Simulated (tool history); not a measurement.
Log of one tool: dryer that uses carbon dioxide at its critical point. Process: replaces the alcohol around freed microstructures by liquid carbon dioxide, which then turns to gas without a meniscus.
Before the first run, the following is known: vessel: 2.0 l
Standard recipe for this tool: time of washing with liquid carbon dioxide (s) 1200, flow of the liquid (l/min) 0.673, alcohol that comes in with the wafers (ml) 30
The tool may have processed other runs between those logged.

run	hour	time of washing with liquid carbon dioxide (s)	flow of the liquid (l/min)	alcohol that comes in with the wafers (ml)	alcohol left in the vessel before it's heated (ppm by volume)
1	0	1200	0.673	30	75
2	21.5	1200	0.673	30	67
3	34.9	1200	0.673	30	79
4	53.2	1200	0.771	30	57
5	66.2	1200	0.771	30	64
6	82.2	1200	0.685	30	100
7	103	1200	0.685	30	92
8	123	720	0.673	30	586
9	142.8	720	0.673	30	626
10	163.6	1200	0.673	30	127
11	174.4	1200	0.673	30	124
12	184.9	1920	0.673	30	49
13	203.1	1920	0.673	30	60
14	222	1920	0.673	30	68
15	237.6	1920	0.673	30	60
16	246.7	1920	0.673	30	78
17	262.6	1920	0.673	30	69
18	272.5	1920	0.673	30	79
# hour 278.5: inlet filter changed
19	284.7	1200	0.673	58	154
20	297	1200	0.673	58	148
21	316.6	1200	0.673	65	172
22	335.9	1200	0.673	39	138
23	354.2	1200	0.673	39	147
24	375	1140	0.659	71	281
25	386.6	1140	0.659	71	285
26	399.9	1140	0.996	111	108
27	418.2	1140	0.996	111	123
28	437.3	1140	0.996	111	131
29	453.9	900	0.781	84	488
30	471.8	1560	0.781	84	117
31	488.9	1560	0.781	84	111
32	505.5	1560	0.781	84	125
33	524.2	1560	0.781	84	123
34	535.3	1560	0.781	84	128
35	552.4	960	0.538	91	1793
# hour 572: inlet filter changed
36	573.3	1320	0.911	62	116
37	585.2	1800	0.558	36	128
38	598.7	1800	0.558	36	126
39	613.6	1800	0.558	36	131
40	633.8	1380	0.715	36	137
41	650.4	1380	0.715	36	147
42	667.5	900	0.673	113	919
43	677.5	900	0.673	113	956
44	699	1260	0.703	107	255
45	712.6	1260	0.862	30	146
46	724.9	1860	0.839	31	147

What if the next run were any one of these 4? Each begins from the tool's condition after run 46:
A	741.7	900	0.412	31	?
B	741.7	1320	0.423	38	?
C	741.7	1860	0.486	31	?
D	741.7	1140	1.12	23	?

run	alcohol left in the vessel before it's heated (ppm by volume)
A	1340
B	536
C	171
D	139
With the hidden condition removed and each run's random variation left untouched, the same runs would have given:
run	alcohol left in the vessel before it's heated (ppm by volume)
A	924
B	271
C	23
D	4
